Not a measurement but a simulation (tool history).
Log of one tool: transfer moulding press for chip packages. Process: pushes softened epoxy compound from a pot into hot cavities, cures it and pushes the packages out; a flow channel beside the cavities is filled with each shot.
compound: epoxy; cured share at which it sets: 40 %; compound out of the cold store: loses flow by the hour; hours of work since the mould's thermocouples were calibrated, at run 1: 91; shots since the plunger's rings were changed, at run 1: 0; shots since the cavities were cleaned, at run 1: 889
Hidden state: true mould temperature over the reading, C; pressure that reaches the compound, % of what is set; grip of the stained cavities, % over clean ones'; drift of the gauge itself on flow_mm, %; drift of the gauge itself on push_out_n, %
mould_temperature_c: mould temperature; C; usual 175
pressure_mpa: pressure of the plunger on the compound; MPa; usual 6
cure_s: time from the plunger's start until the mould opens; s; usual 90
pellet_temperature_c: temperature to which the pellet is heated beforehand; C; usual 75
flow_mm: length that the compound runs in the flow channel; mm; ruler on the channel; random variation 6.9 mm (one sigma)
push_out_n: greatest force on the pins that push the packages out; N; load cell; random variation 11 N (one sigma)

| run | hour | mould_temperature_c | pressure_mpa | cure_s | pellet_temperature_c | hours of work since the mould's thermocouples were calibrated | shots since the plunger's rings were changed | shots since the cavities were cleaned | incoming compound's hours out of the cold store | flow_mm | push_out_n |
|---|---|---|---|---|---|---|---|---|---|---|---|
| 1 | 0 | 175 | 6 | 90 | 75 | 91 | 0 | 889 | 26.9 | 760 | 974 |
|  | 9.7 | cavities cleaned with cleaning compound and waxed |
| 2 | 30.7 | 175 | 6 | 90 | 75 | 107 | 327 | 236 | 13.2 | 796 | 750 |
| 3 | 58.7 | 175 | 6 | 90 | 75 | 122 | 640 | 549 | 17.2 | 772 | 900 |
| 4 | 82.2 | 175 | 6.13 | 90 | 75 | 134 | 904 | 813 | 18.8 | 780 | 982 |
|  | 99 | cavities cleaned with cleaning compound and waxed |
| 5 | 99 | 175 | 6.97 | 90 | 75 | 143 | 1075 | 0 | 42.9 | 779 | 508 |
| 6 | 126.9 | 175 | 6.97 | 90 | 75 | 158 | 1387 | 312 | 40.8 | 785 | 759 |
| 7 | 154.8 | 175 | 6.04 | 90 | 75 | 173 | 1699 | 624 | 35.5 | 736 | 859 |
| 8 | 175.6 | 175 | 6 | 90 | 72 | 184 | 1932 | 857 | 25.3 | 739 | 1010 |
|  | 189.1 | cavities cleaned with cleaning compound and waxed |
| 9 | 208.1 | 175 | 6 | 90 | 72 | 201 | 2279 | 213 | 40.7 | 719 | 702 |
| 10 | 224 | 175 | 6 | 90 | 75 | 210 | 2457 | 391 | 26.2 | 731 | 809 |
| 11 | 246.3 | 175 | 6 | 89 | 75 | 222 | 2707 | 641 | 22.5 | 739 | 955 |
| 12 | 265.6 | 175 | 6 | 90 | 79 | 232 | 2923 | 857 | 25.5 | 732 | 996 |
|  | 278.5 | cavities cleaned with cleaning compound and waxed |
| 13 | 294.1 | 175 | 6 | 90 | 79 | 247 | 3225 | 174 | 17.5 | 751 | 669 |
| 14 | 309.7 | 168 | 4.7 | 127 | 77 | 255 | 3399 | 348 | 20.5 | 676 | 643 |
| 15 | 329 | 175 | 6 | 90 | 81 | 265 | 3616 | 565 | 32.8 | 721 | 870 |
| 16 | 358.9 | 175 | 6 | 90 | 81 | 282 | 3951 | 900 | 38.2 | 694 | 935 |
|  | 366.9 | cavities cleaned with cleaning compound and waxed |
| 17 | 385.5 | 173 | 6 | 127 | 82 | 295 | 4232 | 209 | 45.3 | 690 | 471 |
| 18 | 417 | 175 | 7.21 | 91 | 76 | 312 | 4584 | 561 | 26.8 | 784 | 875 |
| 19 | 447.8 | 181 | 6 | 73 | 75 | 329 | 4929 | 906 | 16.8 | 709 | 1169 |
|  | 456.6 | cavities cleaned with cleaning compound and waxed |
| 20 | 474.2 | 181 | 6 | 73 | 75 | 342 | 5208 | 198 | 35.2 | 672 | 803 |
|  | 487.8 | plunger's sealing rings changed |
| 21 | 500.3 | 175 | 5.96 | 90 | 68 | 355 | 140 | 462 | 19.4 | 775 | 897 |
| 22 | 517.8 | 170 | 4.62 | 127 | 77 | 365 | 336 | 658 | 25 | 687 | 667 |
| 23 | 535.4 | 175 | 6 | 90 | 84 | 374 | 532 | 854 | 17.5 | 779 | 996 |
|  | 548 | cavities cleaned with cleaning compound and waxed |
| 24 | 552.9 | 174 | 6.8 | 90 | 75 | 383 | 711 | 54 | 35.1 | 796 | 607 |

Forecast each of these 4 alternatives for the next run:
| A | 583.5 | 176 | 6.19 | 90 | 85 | 399 | 1055 | 398 | 35.6 | ? | ? |
| B | 583.5 | 173 | 6 | 86 | 67 | 399 | 1055 | 398 | 30.5 | ? | ? |
| C | 583.5 | 174 | 6.39 | 90 | 75 | 399 | 1055 | 398 | 44.2 | ? | ? |
| D | 583.5 | 175 | 6 | 90 | 83 | 399 | 1055 | 398 | 33.2 | ? | ? |

| run | flow_mm | push_out_n |
|---|---|---|
| A | 743 | 761 |
| B | 753 | 1134 |
| C | 754 | 883 |
| D | 726 | 823 |
Without the tool's hidden state the same runs would have given:
| run | flow_mm | push_out_n |
|---|---|---|
| A | 752 | 452 |
| B | 762 | 663 |
| C | 763 | 518 |
| D | 734 | 484 |

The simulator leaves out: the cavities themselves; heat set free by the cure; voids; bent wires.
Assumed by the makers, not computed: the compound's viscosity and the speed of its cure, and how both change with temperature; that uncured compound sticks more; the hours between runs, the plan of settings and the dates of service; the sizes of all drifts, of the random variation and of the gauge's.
